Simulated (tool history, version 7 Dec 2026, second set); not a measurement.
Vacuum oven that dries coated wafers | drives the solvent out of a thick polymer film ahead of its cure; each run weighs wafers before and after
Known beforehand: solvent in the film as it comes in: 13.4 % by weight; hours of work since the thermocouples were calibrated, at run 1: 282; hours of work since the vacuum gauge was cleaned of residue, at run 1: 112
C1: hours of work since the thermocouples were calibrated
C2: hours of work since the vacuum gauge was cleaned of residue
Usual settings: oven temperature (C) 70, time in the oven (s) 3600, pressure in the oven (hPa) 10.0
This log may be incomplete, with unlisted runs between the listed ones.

{"run": 1, "hour": 0.0, "oven temperature (C)": 70, "time in the oven (s)": 3600, "pressure in the oven (hPa)": 10.0, "C1": 282, "C2": 112, "solvent left in the film (%)": 1.64}
{"run": 2, "hour": 8.7, "oven temperature (C)": 70, "time in the oven (s)": 3600, "pressure in the oven (hPa)": 10.0, "C1": 288, "C2": 117, "solvent left in the film (%)": 1.65}
{"run": 3, "hour": 18.1, "oven temperature (C)": 70, "time in the oven (s)": 4860, "pressure in the oven (hPa)": 10.0, "C1": 293, "C2": 123, "solvent left in the film (%)": 0.9}
{"run": 4, "hour": 32.1, "oven temperature (C)": 63, "time in the oven (s)": 3600, "pressure in the oven (hPa)": 10.0, "C1": 302, "C2": 132, "solvent left in the film (%)": 2.98}
{"run": 5, "hour": 39.6, "oven temperature (C)": 63, "time in the oven (s)": 3600, "pressure in the oven (hPa)": 10.0, "C1": 307, "C2": 136, "solvent left in the film (%)": 3.04}
{"run": 6, "hour": 51.0, "oven temperature (C)": 70, "time in the oven (s)": 2940, "pressure in the oven (hPa)": 10.0, "C1": 314, "C2": 143, "solvent left in the film (%)": 2.31}
{"run": 7, "hour": 60.7, "oven temperature (C)": 70, "time in the oven (s)": 6180, "pressure in the oven (hPa)": 10.0, "C1": 320, "C2": 149, "solvent left in the film (%)": 0.5}
{"run": 8, "hour": 68.9, "oven temperature (C)": 70, "time in the oven (s)": 6180, "pressure in the oven (hPa)": 10.0, "C1": 324, "C2": 154, "solvent left in the film (%)": 0.52}
{"run": 9, "hour": 74.9, "oven temperature (C)": 70, "time in the oven (s)": 2880, "pressure in the oven (hPa)": 10.0, "C1": 328, "C2": 158, "solvent left in the film (%)": 2.41}
{"run": 10, "hour": 84.3, "oven temperature (C)": 70, "time in the oven (s)": 3600, "pressure in the oven (hPa)": 10.0, "C1": 334, "C2": 164, "solvent left in the film (%)": 1.66}
{"run": 11, "hour": 91.2, "oven temperature (C)": 70, "time in the oven (s)": 3600, "pressure in the oven (hPa)": 10.0, "C1": 338, "C2": 168, "solvent left in the film (%)": 1.68}
{"run": 12, "hour": 103.8, "oven temperature (C)": 70, "time in the oven (s)": 3600, "pressure in the oven (hPa)": 7.6, "C1": 346, "C2": 176, "solvent left in the film (%)": 1.58}
{"run": 13, "hour": 117.4, "oven temperature (C)": 70, "time in the oven (s)": 6420, "pressure in the oven (hPa)": 24.1, "C1": 354, "C2": 184, "solvent left in the film (%)": 0.78}
{"run": 14, "hour": 125.0, "oven temperature (C)": 69, "time in the oven (s)": 3600, "pressure in the oven (hPa)": 10.0, "C1": 359, "C2": 188, "solvent left in the film (%)": 1.77}
{"run": 15, "hour": 133.8, "oven temperature (C)": 73, "time in the oven (s)": 5400, "pressure in the oven (hPa)": 7.3, "C1": 364, "C2": 194, "solvent left in the film (%)": 0.5}
{"run": 16, "hour": 143.7, "oven temperature (C)": 73, "time in the oven (s)": 5400, "pressure in the oven (hPa)": 7.3, "C1": 370, "C2": 200, "solvent left in the film (%)": 0.49}
{"run": 17, "hour": 151.8, "oven temperature (C)": 73, "time in the oven (s)": 5400, "pressure in the oven (hPa)": 8.0, "C1": 375, "C2": 205, "solvent left in the film (%)": 0.5}
{"run": 18, "hour": 157.9, "oven temperature (C)": 60, "time in the oven (s)": 2820, "pressure in the oven (hPa)": 17.8, "C1": 379, "C2": 209, "solvent left in the film (%)": 4.68}
{"run": 19, "hour": 169.2, "oven temperature (C)": 70, "time in the oven (s)": 2340, "pressure in the oven (hPa)": 14.5, "C1": 386, "C2": 215, "solvent left in the film (%)": 3.22}
{"run": 20, "hour": 179.8, "oven temperature (C)": 70, "time in the oven (s)": 2340, "pressure in the oven (hPa)": 14.5, "C1": 392, "C2": 222, "solvent left in the film (%)": 3.21}
{"run": 21, "hour": 188.8, "oven temperature (C)": 60, "time in the oven (s)": 3900, "pressure in the oven (hPa)": 5.8, "C1": 398, "C2": 227, "solvent left in the film (%)": 3.27}
{"run": 22, "hour": 196.2, "oven temperature (C)": 60, "time in the oven (s)": 3420, "pressure in the oven (hPa)": 20.1, "C1": 402, "C2": 232, "solvent left in the film (%)": 4.12}
{"run": 23, "hour": 202.5, "oven temperature (C)": 70, "time in the oven (s)": 2820, "pressure in the oven (hPa)": 10.0, "C1": 406, "C2": 236, "solvent left in the film (%)": 2.37}
{"run": 24, "hour": 213.9, "oven temperature (C)": 83, "time in the oven (s)": 3660, "pressure in the oven (hPa)": 10.0, "C1": 413, "C2": 243, "solvent left in the film (%)": 0.34}

Below, each run's measurement less what the same run would have read without the hidden state. Both values contain the same run-to-run variation, but the gauge's scatter may not be the same in both:
The tool's hidden condition here consists of: true wafer temperature over the reading, C; true pressure over the reading, kPa; drift of the gauge itself on solvent_pct, %.
run=1 solvent_left_in_the_film_(%)=+0.05
run=2 solvent_left_in_the_film_(%)=+0.06
run=3 solvent_left_in_the_film_(%)=+0.04
run=4 solvent_left_in_the_film_(%)=+0.08
run=5 solvent_left_in_the_film_(%)=+0.08
run=6 solvent_left_in_the_film_(%)=+0.07
run=7 solvent_left_in_the_film_(%)=+0.03
run=8 solvent_left_in_the_film_(%)=+0.03
run=9 solvent_left_in_the_film_(%)=+0.07
run=10 solvent_left_in_the_film_(%)=+0.07
run=11 solvent_left_in_the_film_(%)=+0.06
run=12 solvent_left_in_the_film_(%)=+0.07
run=13 solvent_left_in_the_film_(%)=+0.03
run=14 solvent_left_in_the_film_(%)=+0.07
run=15 solvent_left_in_the_film_(%)=+0.03
run=16 solvent_left_in_the_film_(%)=+0.03
run=17 solvent_left_in_the_film_(%)=+0.04
run=18 solvent_left_in_the_film_(%)=+0.10
run=19 solvent_left_in_the_film_(%)=+0.10
run=20 solvent_left_in_the_film_(%)=+0.10
run=21 solvent_left_in_the_film_(%)=+0.10
run=22 solvent_left_in_the_film_(%)=+0.11
run=23 solvent_left_in_the_film_(%)=+0.09
run=24 solvent_left_in_the_film_(%)=+0.02

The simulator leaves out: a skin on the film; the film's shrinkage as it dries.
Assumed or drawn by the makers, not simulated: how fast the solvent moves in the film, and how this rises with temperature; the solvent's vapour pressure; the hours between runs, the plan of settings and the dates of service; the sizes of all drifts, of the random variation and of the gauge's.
